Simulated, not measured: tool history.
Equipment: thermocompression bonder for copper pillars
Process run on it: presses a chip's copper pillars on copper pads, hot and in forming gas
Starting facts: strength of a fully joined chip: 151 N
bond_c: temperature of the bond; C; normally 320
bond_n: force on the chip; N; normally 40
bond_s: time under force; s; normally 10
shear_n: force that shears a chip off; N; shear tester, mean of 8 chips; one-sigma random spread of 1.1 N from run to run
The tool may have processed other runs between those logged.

{"run": 1, "hour": 0.0, "bond_c": 320, "bond_n": 40, "bond_s": 10, "shear_n": 99.7}
{"run": 2, "hour": 49.1, "bond_c": 320, "bond_n": 25, "bond_s": 10, "shear_n": 66.2}
{"run": 3, "hour": 98.5, "bond_c": 320, "bond_n": 40, "bond_s": 10, "shear_n": 99.6}
{"run": 4, "hour": 138.9, "bond_c": 331, "bond_n": 40, "bond_s": 10, "shear_n": 107.6}
{"run": 5, "hour": 177.7, "bond_c": 331, "bond_n": 40, "bond_s": 10, "shear_n": 108.4}
{"run": 6, "hour": 237.3, "bond_c": 331, "bond_n": 40, "bond_s": 10, "shear_n": 108.6}
{"run": 7, "hour": 270.5, "bond_c": 331, "bond_n": 40, "bond_s": 10, "shear_n": 107.2}
{"hour": 279.6, "done": "forming gas filter changed"}
{"run": 8, "hour": 333.9, "bond_c": 327, "bond_n": 40, "bond_s": 10, "shear_n": 107.3}
{"run": 9, "hour": 368.4, "bond_c": 327, "bond_n": 40, "bond_s": 10, "shear_n": 103.8}
{"run": 10, "hour": 419.2, "bond_c": 327, "bond_n": 40, "bond_s": 10, "shear_n": 103}
{"run": 11, "hour": 485.7, "bond_c": 327, "bond_n": 40, "bond_s": 30, "shear_n": 130.7}
{"run": 12, "hour": 521.4, "bond_c": 320, "bond_n": 40, "bond_s": 10, "shear_n": 99.4}
{"run": 13, "hour": 579.0, "bond_c": 320, "bond_n": 40, "bond_s": 10, "shear_n": 99.8}
{"run": 14, "hour": 626.2, "bond_c": 329, "bond_n": 40, "bond_s": 10, "shear_n": 105.9}
{"run": 15, "hour": 656.6, "bond_c": 297, "bond_n": 46, "bond_s": 8, "shear_n": 85.7}
{"run": 16, "hour": 713.4, "bond_c": 297, "bond_n": 46, "bond_s": 8, "shear_n": 87.8}
{"run": 17, "hour": 759.3, "bond_c": 297, "bond_n": 28, "bond_s": 7, "shear_n": 49.6}
{"run": 18, "hour": 797.3, "bond_c": 297, "bond_n": 28, "bond_s": 7, "shear_n": 50.2}
{"hour": 800.9, "done": "forming gas filter changed"}
{"hour": 818.2, "done": "heater calibrated with a thermocouple chip"}
{"run": 19, "hour": 854.2, "bond_c": 337, "bond_n": 28, "bond_s": 10, "shear_n": 82.7}
{"run": 20, "hour": 910.5, "bond_c": 320, "bond_n": 40, "bond_s": 25, "shear_n": 124.7}
{"run": 21, "hour": 960.2, "bond_c": 320, "bond_n": 41, "bond_s": 10, "shear_n": 103}
{"run": 22, "hour": 1004.2, "bond_c": 320, "bond_n": 41, "bond_s": 10, "shear_n": 100.9}
{"run": 23, "hour": 1055.0, "bond_c": 311, "bond_n": 29, "bond_s": 14, "shear_n": 76.7}
{"run": 24, "hour": 1082.8, "bond_c": 320, "bond_n": 27, "bond_s": 14, "shear_n": 80.7}
{"run": 25, "hour": 1145.3, "bond_c": 320, "bond_n": 30, "bond_s": 10, "shear_n": 78.1}
{"run": 26, "hour": 1187.0, "bond_c": 296, "bond_n": 43, "bond_s": 26, "shear_n": 111.8}
{"run": 27, "hour": 1241.0, "bond_c": 296, "bond_n": 43, "bond_s": 6, "shear_n": 72.9}
{"run": 28, "hour": 1286.0, "bond_c": 296, "bond_n": 43, "bond_s": 6, "shear_n": 72.2}

Alternative continuations, all from the tool just after run 28; predict every row:
{"run": "A", "hour": 1313.8, "bond_c": 296, "bond_n": 43, "bond_s": 13, "shear_n": "?"}
{"run": "B", "hour": 1313.8, "bond_c": 320, "bond_n": 40, "bond_s": 14, "shear_n": "?"}
{"run": "C", "hour": 1313.8, "bond_c": 307, "bond_n": 40, "bond_s": 11, "shear_n": "?"}

run=A shear_n=94
run=B shear_n=107.4
run=C shear_n=94.6
Stripped of hidden state, with their random variation kept, the same runs would have yielded:
run=A shear_n=94.4
run=B shear_n=107.9
run=C shear_n=94.9

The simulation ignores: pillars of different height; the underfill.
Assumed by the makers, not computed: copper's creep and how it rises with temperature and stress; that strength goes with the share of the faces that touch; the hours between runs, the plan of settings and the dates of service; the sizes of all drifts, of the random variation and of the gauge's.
